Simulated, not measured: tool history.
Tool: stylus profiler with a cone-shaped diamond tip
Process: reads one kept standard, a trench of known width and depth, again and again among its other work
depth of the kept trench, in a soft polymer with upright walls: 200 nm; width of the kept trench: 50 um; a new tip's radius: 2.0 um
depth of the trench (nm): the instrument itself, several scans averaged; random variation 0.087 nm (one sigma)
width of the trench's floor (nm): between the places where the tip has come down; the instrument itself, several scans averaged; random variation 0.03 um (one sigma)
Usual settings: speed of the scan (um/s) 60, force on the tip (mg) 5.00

| run | hour | speed of the scan (um/s) | force on the tip (mg) | depth of the trench (nm) | width of the trench's floor (nm) |
|---|---|---|---|---|---|
| 1 | 0.0 | 60 | 5.00 | 203.09 | 47340 |
| 2 | 93.0 | 60 | 5.00 | 203.07 | 47340 |
| 3 | 175.6 | 60 | 5.00 | 203.27 | 47400 |
| 4 | 235.7 | 60 | 5.00 | 202.92 | 47310 |
| 5 | 322.4 | 16 | 5.00 | 203.21 | 47460 |
| 6 | 370.4 | 60 | 13.99 | 206.60 | 47430 |
| 7 | 433.5 | 60 | 10.16 | 205.33 | 47380 |
| 8 | 484.6 | 60 | 8.53 | 204.60 | 47330 |
| 9 | 574.0 | 60 | 8.53 | 204.40 | 47330 |
| 10 | 637.5 | 60 | 5.00 | 203.00 | 47260 |
| 11 | 715.5 | 60 | 2.22 | 201.48 | 47190 |
| 12 | 764.2 | 111 | 5.00 | 202.97 | 46970 |
| 13 | 832.8 | 111 | 5.00 | 202.83 | 47020 |
| 14 | 926.4 | 111 | 5.00 | 202.94 | 47020 |
| 15 | 970.0 | 60 | 5.00 | 202.95 | 47220 |
| 16 | 1027.2 | 60 | 5.00 | 202.94 | 47180 |
| 17 | 1116.0 | 16 | 5.00 | 202.66 | 47420 |
| 18 | 1187.0 | 16 | 5.00 | 202.90 | 47350 |
| 19 | 1248.9 | 50 | 5.00 | 202.87 | 47230 |
|  | 1280.3 | height scale calibrated on a step standard |
| 20 | 1319.5 | 50 | 5.00 | 203.55 | 47210 |
| 21 | 1420.3 | 60 | 5.07 | 203.39 | 47160 |
| 22 | 1496.2 | 60 | 5.07 | 203.43 | 47120 |
| 23 | 1564.0 | 60 | 5.07 | 203.33 | 47130 |
| 24 | 1622.2 | 60 | 5.07 | 203.30 | 47160 |
| 25 | 1682.0 | 160 | 7.68 | 204.56 | 46850 |
| 26 | 1731.8 | 50 | 10.62 | 205.57 | 47190 |
| 27 | 1782.0 | 45 | 12.91 | 206.24 | 47240 |
| 28 | 1844.6 | 133 | 3.13 | 202.33 | 46650 |
| 29 | 1899.1 | 162 | 7.46 | 204.29 | 46810 |
| 30 | 1971.5 | 43 | 3.11 | 202.26 | 47070 |
| 31 | 2058.9 | 43 | 3.11 | 202.27 | 47090 |
| 32 | 2146.6 | 43 | 3.11 | 202.16 | 47100 |
| 33 | 2194.5 | 43 | 3.11 | 202.15 | 47050 |
| 34 | 2283.8 | 23 | 3.26 | 202.22 | 47130 |
| 35 | 2341.6 | 160 | 12.96 | 206.23 | 46820 |
| 36 | 2404.1 | 160 | 12.96 | 206.22 | 46880 |
| 37 | 2472.6 | 23 | 11.30 | 205.38 | 47190 |
| 38 | 2558.1 | 23 | 11.30 | 205.55 | 47190 |
| 39 | 2604.4 | 23 | 11.30 | 205.61 | 47190 |
| 40 | 2702.6 | 46 | 7.31 | 204.02 | 47090 |
| 41 | 2797.9 | 78 | 2.91 | 201.86 | 46810 |

Some steps in depth of the trench (nm) between neighbouring runs. How much of each would the tool show without its hidden state too (settings, what came in, random variation), and how much is left for the hidden state, with any gauge scatter that isn't in both results?
The hidden state here: radius of the tip, um; height scale over the true one, %; drift of the gauge itself on depth_nm, %; drift of the gauge itself on floor_um, %.
Run 1 -> 2: no setting changed, nothing entered. depth of the trench (nm) -0.02: hidden state -0.03, all else +0.01.
Run 5 -> 6: speed of the scan (um/s) 16 -> 60, force on the tip (mg) 5.00 -> 13.99. depth of the trench (nm) +3.39: hidden state -0.03, all else +3.42.
Run 19 -> 20: height scale calibrated on a step standard. depth of the trench (nm) +0.68: hidden state +0.61, all else +0.07.
Run 27 -> 28: speed of the scan (um/s) 45 -> 133, force on the tip (mg) 12.91 -> 3.13. depth of the trench (nm) -3.91: hidden state -0.01, all else -3.90.
Run 34 -> 35: speed of the scan (um/s) 23 -> 160, force on the tip (mg) 3.26 -> 12.96. depth of the trench (nm) +4.01: hidden state -0.03, all else +4.04.
